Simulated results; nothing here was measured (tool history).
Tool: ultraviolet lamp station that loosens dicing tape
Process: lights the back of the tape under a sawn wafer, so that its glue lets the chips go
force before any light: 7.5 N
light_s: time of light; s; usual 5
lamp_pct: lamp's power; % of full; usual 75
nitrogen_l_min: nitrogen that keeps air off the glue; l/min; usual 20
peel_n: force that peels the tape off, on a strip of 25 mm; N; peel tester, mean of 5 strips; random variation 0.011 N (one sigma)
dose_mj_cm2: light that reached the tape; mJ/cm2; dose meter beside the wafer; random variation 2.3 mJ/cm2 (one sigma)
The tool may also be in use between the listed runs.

| run | hour | light_s | lamp_pct | nitrogen_l_min | peel_n | dose_mj_cm2 |
|---|---|---|---|---|---|---|
| 1 | 0 | 5 | 75 | 20 | 0.468 | 216 |
| 2 | 36.7 | 5 | 75 | 20 | 0.476 | 216 |
| 3 | 70.4 | 5 | 75 | 6 | 0.827 | 219 |
| 4 | 109.9 | 5 | 75 | 6 | 0.814 | 217 |
| 5 | 137.6 | 5 | 75 | 6 | 0.833 | 217 |
| 6 | 178.9 | 5 | 75 | 6 | 0.812 | 214 |
| 7 | 218.5 | 5 | 75 | 6 | 0.819 | 219 |
| 8 | 248.2 | 5 | 75 | 6 | 0.798 | 219 |
| 9 | 278.3 | 5 | 75 | 6 | 0.836 | 215 |
| 10 | 307 | 5 | 75 | 6 | 0.826 | 214 |
| 11 | 348.1 | 5 | 75 | 6 | 0.809 | 213 |
| 12 | 392.3 | 5 | 75 | 6 | 0.796 | 217 |
| 13 | 422.8 | 5 | 75 | 10 | 0.629 | 214 |
| 14 | 451.7 | 5 | 75 | 10 | 0.651 | 213 |
| 15 | 472.5 | 5 | 75 | 10 | 0.654 | 218 |
| 16 | 497.4 | 5 | 75 | 10 | 0.651 | 216 |
| 17 | 530.6 | 7 | 60 | 36 | 0.322 | 245 |
| 18 | 568 | 7 | 60 | 36 | 0.322 | 245 |
|  | 580.1 | window cleaned of glue's vapour |
| 19 | 612.2 | 7 | 60 | 36 | 0.304 | 244 |
| 20 | 643.4 | 7 | 99 | 10 | 0.217 | 403 |
| 21 | 682.2 | 7 | 60 | 6 | 0.659 | 243 |
| 22 | 704.7 | 7 | 60 | 6 | 0.631 | 240 |
| 23 | 736 | 5 | 75 | 23 | 0.442 | 218 |
| 24 | 780.2 | 5 | 75 | 23 | 0.444 | 218 |
| 25 | 808.1 | 6 | 64 | 23 | 0.413 | 222 |
| 26 | 827.9 | 6 | 93 | 22 | 0.236 | 321 |
| 27 | 863.1 | 6 | 93 | 22 | 0.233 | 323 |
| 28 | 885.2 | 4 | 64 | 20 | 1.003 | 149 |
| 29 | 914.6 | 4 | 75 | 20 | 0.753 | 174 |

Forecast each of these 5 alternatives for the next run:
| A | 936 | 7 | 75 | 12 | ? | ? |
| B | 936 | 5 | 74 | 20 | ? | ? |
| C | 936 | 4 | 80 | 39 | ? | ? |
| D | 936 | 5 | 90 | 20 | ? | ? |
| E | 936 | 5 | 65 | 21 | ? | ? |

| run | peel_n | dose_mj_cm2 |
|---|---|---|
| A | 0.3 | 304 |
| B | 0.482 | 209 |
| C | 0.53 | 185 |
| D | 0.331 | 264 |
| E | 0.605 | 185 |
Without the tool's hidden state the same runs would have given:
| run | peel_n | dose_mj_cm2 |
|---|---|---|
| A | 0.299 | 304 |
| B | 0.481 | 210 |
| C | 0.529 | 185 |
| D | 0.331 | 264 |
| E | 0.603 | 185 |
